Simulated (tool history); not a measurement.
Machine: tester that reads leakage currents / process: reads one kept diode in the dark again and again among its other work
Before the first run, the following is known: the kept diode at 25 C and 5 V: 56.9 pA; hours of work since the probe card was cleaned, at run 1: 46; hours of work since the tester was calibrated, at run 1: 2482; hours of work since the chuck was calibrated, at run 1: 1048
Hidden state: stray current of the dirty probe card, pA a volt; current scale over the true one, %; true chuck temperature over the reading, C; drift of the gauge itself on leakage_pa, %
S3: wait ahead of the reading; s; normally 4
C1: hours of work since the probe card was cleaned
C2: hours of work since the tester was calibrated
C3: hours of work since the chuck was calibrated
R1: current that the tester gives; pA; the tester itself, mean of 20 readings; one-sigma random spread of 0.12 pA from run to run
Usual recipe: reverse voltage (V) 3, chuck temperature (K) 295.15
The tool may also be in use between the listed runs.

{"run": 1, "day": 0.0, "reverse voltage (V)": 3, "chuck temperature (K)": 295.15, "S3": 4, "C1": 46, "C2": 2482, "C3": 1048, "R1": 35.35}
{"run": 2, "day": 3.675, "reverse voltage (V)": 3, "chuck temperature (K)": 295.15, "S3": 4, "C1": 110, "C2": 2546, "C3": 1111, "R1": 35.29}
{"run": 3, "day": 7.454, "reverse voltage (V)": 3, "chuck temperature (K)": 295.15, "S3": 4, "C1": 176, "C2": 2611, "C3": 1177, "R1": 35.32}
{"day": 10.662, "done": "chuck's temperature calibrated"}
{"run": 4, "day": 14.671, "reverse voltage (V)": 3, "chuck temperature (K)": 295.15, "S3": 4, "C1": 300, "C2": 2735, "C3": 70, "R1": 38.36}
{"run": 5, "day": 21.217, "reverse voltage (V)": 3, "chuck temperature (K)": 295.15, "S3": 4, "C1": 414, "C2": 2849, "C3": 183, "R1": 38.66}
{"run": 6, "day": 26.233, "reverse voltage (V)": 3, "chuck temperature (K)": 295.15, "S3": 4, "C1": 501, "C2": 2936, "C3": 270, "R1": 38.47}
{"run": 7, "day": 31.092, "reverse voltage (V)": 3, "chuck temperature (K)": 295.15, "S3": 4, "C1": 585, "C2": 3020, "C3": 355, "R1": 38.33}
{"run": 8, "day": 37.988, "reverse voltage (V)": 3, "chuck temperature (K)": 295.15, "S3": 4, "C1": 705, "C2": 3140, "C3": 475, "R1": 38.51}
{"run": 9, "day": 44.062, "reverse voltage (V)": 6.06, "chuck temperature (K)": 297.15, "S3": 4, "C1": 811, "C2": 3246, "C3": 580, "R1": 59.9}
{"run": 10, "day": 47.371, "reverse voltage (V)": 2.75, "chuck temperature (K)": 332.15, "S3": 0.73, "C1": 868, "C2": 3303, "C3": 638, "R1": 428.26}
{"run": 11, "day": 52.796, "reverse voltage (V)": 2.75, "chuck temperature (K)": 332.15, "S3": 0.73, "C1": 962, "C2": 3397, "C3": 732, "R1": 425.94}
{"run": 12, "day": 58.379, "reverse voltage (V)": 7.18, "chuck temperature (K)": 295.15, "S3": 4, "C1": 1059, "C2": 3494, "C3": 829, "R1": 57.09}

Run 13 has not been measured yet. What should we expect?
{"run": 13, "day": 65.283, "reverse voltage (V)": 6.26, "chuck temperature (K)": 297.15, "S3": 0.32, "C1": 1179, "C2": 3614, "C3": 949, "R1": "?"}

Run 13 produced R1 63.07 pA.
Minus the tool's unlogged condition, the same run would have read R1 59.42 pA.
